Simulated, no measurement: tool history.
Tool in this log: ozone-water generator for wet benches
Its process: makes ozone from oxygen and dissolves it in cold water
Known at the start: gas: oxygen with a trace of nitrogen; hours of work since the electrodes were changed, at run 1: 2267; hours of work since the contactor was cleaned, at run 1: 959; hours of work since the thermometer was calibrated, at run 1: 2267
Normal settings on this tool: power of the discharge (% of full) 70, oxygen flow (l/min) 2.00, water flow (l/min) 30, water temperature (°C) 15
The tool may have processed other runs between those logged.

| run | hour | power of the discharge (% of full) | oxygen flow (l/min) | water flow (l/min) | water temperature (°C) | hours of work since the electrodes were changed | hours of work since the contactor was cleaned | hours of work since the thermometer was calibrated | dissolved ozone (ppm) | ozone in the gas ahead of the water (g/m3) |
|---|---|---|---|---|---|---|---|---|---|---|
| 1 | 0.0 | 70 | 2.00 | 30 | 15 | 2267 | 959 | 2267 | 5.99 | 129.0 |
| 2 | 160.8 | 70 | 2.00 | 30 | 15 | 2380 | 1071 | 2380 | 5.79 | 125.7 |
| 3 | 294.0 | 70 | 2.30 | 30 | 15 | 2473 | 1164 | 2473 | 6.30 | 118.7 |
| 4 | 374.1 | 70 | 2.30 | 30 | 15 | 2529 | 1220 | 2529 | 6.13 | 118.5 |
| 5 | 475.2 | 70 | 2.30 | 30 | 15 | 2599 | 1291 | 2599 | 6.16 | 119.7 |
| 6 | 583.8 | 70 | 2.30 | 30 | 15 | 2675 | 1366 | 2675 | 6.22 | 118.3 |
| 7 | 655.9 | 70 | 2.30 | 30 | 15 | 2726 | 1417 | 2726 | 6.12 | 118.3 |
|  | 675.1 | contactor cleaned |
| 8 | 732.7 | 70 | 2.00 | 30 | 15 | 2777 | 40 | 2777 | 5.70 | 125.9 |
| 9 | 861.8 | 81 | 2.29 | 30 | 12 | 2867 | 131 | 2867 | 6.67 | 125.9 |
| 10 | 945.8 | 81 | 2.79 | 26 | 12 | 2925 | 189 | 2925 | 8.32 | 116.6 |
|  | 1014.8 | contactor cleaned, once more |
| 11 | 1029.2 | 90 | 1.31 | 26 | 12 | 2981 | 10 | 2981 | 6.28 | 163.6 |
| 12 | 1125.4 | 90 | 1.31 | 18 | 12 | 3048 | 77 | 3048 | 9.23 | 162.9 |
| 13 | 1287.0 | 57 | 1.00 | 19 | 16 | 3161 | 190 | 3161 | 6.23 | 146.4 |
| 14 | 1433.7 | 62 | 2.00 | 30 | 15 | 3264 | 293 | 3264 | 5.45 | 114.3 |
| 15 | 1587.5 | 62 | 2.00 | 30 | 15 | 3371 | 400 | 3371 | 5.42 | 114.2 |

What if the next run were any one of these 5? Each begins from the tool's condition after run 15:
| A | 1751.6 | 64 | 2.00 | 26 | 17 | 3486 | 515 | 3486 | ? | ? |
| B | 1751.6 | 62 | 2.83 | 30 | 15 | 3486 | 515 | 3486 | ? | ? |
| C | 1751.6 | 70 | 1.28 | 30 | 8 | 3486 | 515 | 3486 | ? | ? |
| D | 1751.6 | 72 | 3.59 | 30 | 10 | 3486 | 515 | 3486 | ? | ? |
| E | 1751.6 | 70 | 3.49 | 30 | 15 | 3486 | 515 | 3486 | ? | ? |

| run | dissolved ozone (ppm) | ozone in the gas ahead of the water (g/m3) |
|---|---|---|
| A | 6.21 | 114.5 |
| B | 6.17 | 99.9 |
| C | 4.71 | 143.0 |
| D | 7.44 | 96.6 |
| E | 7.01 | 95.3 |
With no hidden state in the tool, these same runs would have given:
| run | dissolved ozone (ppm) | ozone in the gas ahead of the water (g/m3) |
|---|---|---|
| A | 7.54 | 138.1 |
| B | 7.48 | 119.9 |
| C | 5.75 | 173.7 |
| D | 9.17 | 117.6 |
| E | 8.60 | 115.8 |
